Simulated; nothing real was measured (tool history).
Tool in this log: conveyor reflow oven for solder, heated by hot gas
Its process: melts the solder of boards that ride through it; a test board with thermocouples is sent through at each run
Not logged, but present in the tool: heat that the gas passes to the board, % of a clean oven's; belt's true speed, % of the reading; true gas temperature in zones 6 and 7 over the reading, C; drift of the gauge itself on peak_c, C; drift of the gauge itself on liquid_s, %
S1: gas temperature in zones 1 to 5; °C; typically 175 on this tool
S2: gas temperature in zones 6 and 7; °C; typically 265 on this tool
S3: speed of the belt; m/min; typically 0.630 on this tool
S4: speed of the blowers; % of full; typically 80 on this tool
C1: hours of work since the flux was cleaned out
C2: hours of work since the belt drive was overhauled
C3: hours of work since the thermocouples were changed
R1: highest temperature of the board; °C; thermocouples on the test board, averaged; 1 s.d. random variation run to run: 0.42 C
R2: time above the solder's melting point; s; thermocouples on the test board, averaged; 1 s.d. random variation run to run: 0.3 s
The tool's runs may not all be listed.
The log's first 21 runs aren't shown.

{"run": 22, "day": 8.188, "S1": 166, "S2": 265, "S3": 0.63, "S4": 57, "C1": 138, "C2": 39, "C3": 741, "R1": 242.2, "R2": 37.8}
{"run": 23, "day": 8.596, "S1": 166, "S2": 265, "S3": 0.63, "S4": 57, "C1": 146, "C2": 46, "C3": 749, "R1": 241.4, "R2": 38.0}
{"run": 24, "day": 9.012, "S1": 166, "S2": 274, "S3": 0.55, "S4": 57, "C1": 153, "C2": 54, "C3": 756, "R1": 255.2, "R2": 55.7}
{"run": 25, "day": 9.35, "S1": 166, "S2": 274, "S3": 0.55, "S4": 57, "C1": 159, "C2": 60, "C3": 762, "R1": 254.2, "R2": 56.3}
{"run": 26, "day": 9.6, "S1": 166, "S2": 275, "S3": 0.514, "S4": 57, "C1": 164, "C2": 65, "C3": 767, "R1": 258.3, "R2": 62.3}
{"run": 27, "day": 10.062, "S1": 166, "S2": 275, "S3": 0.514, "S4": 57, "C1": 172, "C2": 73, "C3": 775, "R1": 257.2, "R2": 62.2}
{"run": 28, "day": 10.504, "S1": 160, "S2": 255, "S3": 0.543, "S4": 59, "C1": 181, "C2": 81, "C3": 784, "R1": 237.5, "R2": 39.8}
{"run": 29, "day": 10.921, "S1": 160, "S2": 255, "S3": 0.543, "S4": 59, "C1": 188, "C2": 89, "C3": 791, "R1": 237.7, "R2": 39.6}
{"run": 30, "day": 11.312, "S1": 177, "S2": 254, "S3": 0.655, "S4": 77, "C1": 195, "C2": 96, "C3": 798, "R1": 239.0, "R2": 38.6}

Each row is a separate what-if for the run after 30, all from the same tool condition, not one after another. Results?
{"run": "A", "day": 11.546, "S1": 175, "S2": 265, "S3": 0.692, "S4": 57, "C1": 200, "C2": 100, "C3": 803, "R1": "?", "R2": "?"}
{"run": "B", "day": 11.546, "S1": 175, "S2": 268, "S3": 0.63, "S4": 80, "C1": 200, "C2": 100, "C3": 803, "R1": "?", "R2": "?"}
{"run": "C", "day": 11.546, "S1": 163, "S2": 278, "S3": 0.559, "S4": 80, "C1": 200, "C2": 100, "C3": 803, "R1": "?", "R2": "?"}
{"run": "D", "day": 11.546, "S1": 177, "S2": 254, "S3": 0.655, "S4": 56, "C1": 200, "C2": 100, "C3": 803, "R1": "?", "R2": "?"}

run=A R1=238.9 R2=34.5
run=B R1=251.8 R2=49.9
run=C R1=262.0 R2=60.0
run=D R1=232.9 R2=30.6
What these runs would have given with no unlogged condition in the tool:
run=A R1=241.5 R2=37.2
run=B R1=254.6 R2=51.9
run=C R1=264.9 R2=61.7
run=D R1=235.3 R2=33.8
